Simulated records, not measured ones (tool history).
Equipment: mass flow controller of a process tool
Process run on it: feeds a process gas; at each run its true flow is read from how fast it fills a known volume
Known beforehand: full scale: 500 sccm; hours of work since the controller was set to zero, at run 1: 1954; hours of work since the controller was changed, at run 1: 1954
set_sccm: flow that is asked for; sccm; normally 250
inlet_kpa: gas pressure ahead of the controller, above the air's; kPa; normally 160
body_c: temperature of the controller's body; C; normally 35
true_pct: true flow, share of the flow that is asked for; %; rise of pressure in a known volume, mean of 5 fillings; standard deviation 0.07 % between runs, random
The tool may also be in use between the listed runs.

| run | hour | set_sccm | inlet_kpa | body_c | hours of work since the controller was set to zero | hours of work since the controller was changed | true_pct |
|---|---|---|---|---|---|---|---|
| 1 | 0 | 250 | 160 | 35 | 1954 | 1954 | 99.85 |
| 2 | 203.9 | 250 | 160 | 35 | 2079 | 2079 | 100.04 |
| 3 | 430.6 | 250 | 160 | 35 | 2218 | 2218 | 99.98 |
| 4 | 623.7 | 250 | 160 | 35 | 2336 | 2336 | 100.26 |
| 5 | 759.8 | 250 | 160 | 35 | 2420 | 2420 | 100.04 |
| 6 | 1022.4 | 250 | 160 | 35 | 2581 | 2581 | 100.23 |
| 7 | 1267 | 463 | 160 | 35 | 2731 | 2731 | 100.37 |
|  | 1282.6 | controller's zero set anew |
| 8 | 1447.3 | 250 | 160 | 35 | 101 | 2841 | 100.44 |
| 9 | 1632.5 | 250 | 160 | 35 | 215 | 2954 | 100.66 |
| 10 | 1862.9 | 250 | 160 | 22 | 356 | 3096 | 101.12 |
| 11 | 2144.8 | 65 | 256 | 35 | 529 | 3268 | 104.33 |
| 12 | 2309.4 | 65 | 256 | 35 | 629 | 3369 | 104.51 |
| 13 | 2432.5 | 65 | 232 | 25 | 705 | 3445 | 104.83 |
| 14 | 2581.3 | 177 | 232 | 40 | 796 | 3536 | 101.46 |
| 15 | 2827.7 | 250 | 265 | 35 | 947 | 3687 | 101.52 |

Alternative continuations, all from the tool just after run 15; predict every row:
|  | 2935.4 | controller's zero set anew, once more |
| A | 3068.9 | 250 | 185 | 35 | 82 | 3835 | ? |
|  | 2935.4 | controller's zero set anew, once more |
| B | 3068.9 | 83 | 214 | 24 | 82 | 3835 | ? |
|  | 2935.4 | controller's zero set anew, once more |
| C | 3068.9 | 141 | 160 | 35 | 82 | 3835 | ? |
|  | 2935.4 | controller's zero set anew, once more |
| D | 3068.9 | 337 | 211 | 33 | 82 | 3835 | ? |

| run | true_pct |
|---|---|
| A | 99.79 |
| B | 100.15 |
| C | 99.57 |
| D | 100.27 |
Had the tool no hidden state, the same runs would have come out as:
| run | true_pct |
|---|---|
| A | 98.94 |
| B | 99.19 |
| C | 98.67 |
| D | 99.42 |

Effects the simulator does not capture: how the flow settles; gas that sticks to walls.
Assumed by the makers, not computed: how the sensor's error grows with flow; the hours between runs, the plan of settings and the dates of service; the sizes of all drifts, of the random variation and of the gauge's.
